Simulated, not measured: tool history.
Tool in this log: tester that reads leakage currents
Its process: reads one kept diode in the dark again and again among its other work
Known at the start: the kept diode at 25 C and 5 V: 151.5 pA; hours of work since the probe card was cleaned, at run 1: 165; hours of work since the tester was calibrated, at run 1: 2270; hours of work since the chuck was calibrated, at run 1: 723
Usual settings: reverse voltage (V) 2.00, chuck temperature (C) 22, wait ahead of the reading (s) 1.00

run	hour	reverse voltage (V)	chuck temperature (C)	wait ahead of the reading (s)	hours of work since the probe card was cleaned	hours of work since the tester was calibrated	hours of work since the chuck was calibrated	current that the tester gives (pA)
1	0.0	2.00	22	1.00	165	2270	723	86.88
2	55.6	2.00	22	1.00	209	2314	767	87.93
3	116.3	2.00	22	1.00	257	2362	814	89.06
4	148.5	2.00	22	1.00	283	2387	840	89.09
5	200.5	2.00	21	1.00	323	2428	881	82.85
6	242.7	2.00	22	2.75	357	2461	914	90.55
# hour 276.0: tester calibrated
7	292.9	2.00	22	1.00	395	13	952	89.42
# hour 344.2: chuck's temperature calibrated
8	344.2	6.00	22	2.02	434	52	0	130.33
9	399.8	6.00	22	2.02	477	96	44	132.25
10	445.6	5.18	22	2.81	514	132	80	123.89
11	506.9	3.58	25	1.00	562	180	128	134.56
12	582.1	19.06	22	0.69	621	240	187	252.67
13	627.7	9.40	22	1.00	657	276	223	174.82
14	662.0	3.00	48	1.00	684	303	251	773.55

Branching from run 14: 3 alternative next runs. What would each branch give?
A	700.2	4.09	29	9.83	714	333	281	?
B	700.2	1.04	48	1.00	714	333	281	?
C	700.2	18.97	48	1.00	714	333	281	?

run	current that the tester gives (pA)
A	206.05
B	460.88
C	1932.11
Stripped of hidden state, with their random variation kept, the same runs would have yielded:
run	current that the tester gives (pA)
A	193.23
B	442.22
C	1839.39
